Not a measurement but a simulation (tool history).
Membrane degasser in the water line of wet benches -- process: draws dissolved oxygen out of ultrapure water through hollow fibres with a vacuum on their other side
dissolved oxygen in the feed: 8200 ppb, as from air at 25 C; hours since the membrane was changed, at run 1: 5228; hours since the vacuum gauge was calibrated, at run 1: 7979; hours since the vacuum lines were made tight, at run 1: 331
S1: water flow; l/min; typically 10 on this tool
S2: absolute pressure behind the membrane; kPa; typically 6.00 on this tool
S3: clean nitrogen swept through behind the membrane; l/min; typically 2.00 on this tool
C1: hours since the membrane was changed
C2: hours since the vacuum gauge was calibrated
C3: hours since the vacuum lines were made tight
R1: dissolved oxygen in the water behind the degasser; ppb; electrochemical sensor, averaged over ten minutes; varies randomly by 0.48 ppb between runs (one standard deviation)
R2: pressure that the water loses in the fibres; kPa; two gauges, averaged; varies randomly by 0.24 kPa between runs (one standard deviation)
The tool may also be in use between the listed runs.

Run 1, hour 0.0: usual settings; C1 5228; C2 7979; C3 331. Result: R1 36.9 ppb, R2 63.00 kPa.
Run 2, hour 115.0: usual settings but S3 1.90 l/min; C1 5343; C2 8093; C3 446. Result: R1 38.5 ppb, R2 63.17 kPa.
Run 3, hour 203.3: usual settings but S3 3.92 l/min; C1 5431; C2 8182; C3 534. Result: R1 21.3 ppb, R2 63.14 kPa.
Run 4, hour 313.0: usual settings but S1 13 l/min, S3 3.92 l/min; C1 5541; C2 8292; C3 644. Result: R1 30.4 ppb, R2 81.67 kPa.
Run 5, hour 407.9: usual settings but S1 13 l/min, S3 2.89 l/min; C1 5636; C2 8386; C3 739. Result: R1 37.6 ppb, R2 81.74 kPa.
Run 6, hour 585.7: usual settings but S1 13 l/min, S3 2.89 l/min; C1 5814; C2 8564; C3 917. Result: R1 37.3 ppb, R2 81.87 kPa.
Run 7, hour 690.6: usual settings but S1 13 l/min, S3 2.89 l/min; C1 5919; C2 8669; C3 1022. Result: R1 37.3 ppb, R2 81.98 kPa.
At hour 722.3: vacuum gauge calibrated.
Run 8, hour 826.8: usual settings but S1 13 l/min, S3 2.89 l/min; C1 6054; C2 104; C3 1157. Result: R1 38.2 ppb, R2 82.02 kPa.
Run 9, hour 1015.5: usual settings but S1 13 l/min, S3 2.89 l/min; C1 6243; C2 293; C3 1346. Result: R1 37.8 ppb, R2 81.68 kPa.
Run 10, hour 1132.3: usual settings but S2 12.63 kPa; C1 6360; C2 410; C3 1463. Result: R1 117.7 ppb, R2 63.35 kPa.
Run 11, hour 1290.7: usual settings but S2 5.57 kPa; C1 6518; C2 568; C3 1621. Result: R1 31.8 ppb, R2 63.12 kPa.
Run 12, hour 1425.5: usual settings but S1 13 l/min; C1 6653; C2 703; C3 1756. Result: R1 50.7 ppb, R2 82.08 kPa.
Run 13, hour 1612.1: usual settings but S1 13 l/min, S2 8.59 kPa; C1 6840; C2 890; C3 1943. Result: R1 89.8 ppb, R2 81.52 kPa.
Run 14, hour 1768.8: usual settings but S1 13 l/min, S2 8.59 kPa; C1 6996; C2 1046; C3 2099. Result: R1 90.3 ppb, R2 82.02 kPa.
Run 15, hour 1904.1: usual settings; C1 7132; C2 1182; C3 2235. Result: R1 37.2 ppb, R2 62.89 kPa.
Run 16, hour 2084.5: usual settings but S1 9 l/min, S3 5.37 l/min; C1 7312; C2 1362; C3 2415. Result: R1 13.8 ppb, R2 56.68 kPa.
Run 17, hour 2191.2: usual settings but S2 6.36 kPa, S3 5.88 l/min; C1 7419; C2 1469; C3 2522. Result: R1 16.6 ppb, R2 62.80 kPa.
Run 18, hour 2380.7: usual settings but S2 6.36 kPa, S3 5.88 l/min; C1 7608; C2 1658; C3 2711. Result: R1 15.5 ppb, R2 62.93 kPa.
Run 19, hour 2500.2: usual settings but S2 13.83 kPa, S3 4.28 l/min; C1 7728; C2 1778; C3 2831. Result: R1 64.3 ppb, R2 63.43 kPa.
Run 20, hour 2634.5: usual settings but S1 14 l/min, S2 7.54 kPa, S3 3.08 l/min; C1 7862; C2 1912; C3 2965. Result: R1 57.8 ppb, R2 87.82 kPa.
Run 21, hour 2811.3: usual settings but S1 13 l/min, S2 5.54 kPa, S3 2.97 l/min; C1 8039; C2 2089; C3 3142. Result: R1 31.5 ppb, R2 81.63 kPa.

The next listed run, before its measurement:
Run 22, hour 2956.3: usual settings but S1 6 l/min, S2 7.22 kPa, S3 0.81 l/min; C1 8184; C2 2234; C3 3287. Result: R1 ?, R2 ?.

Logged for run 22: R1 72.4 ppb, R2 37.66 kPa.
With no hidden state in the tool, this same run would have given R1 72.2 ppb, R2 37.61 kPa.
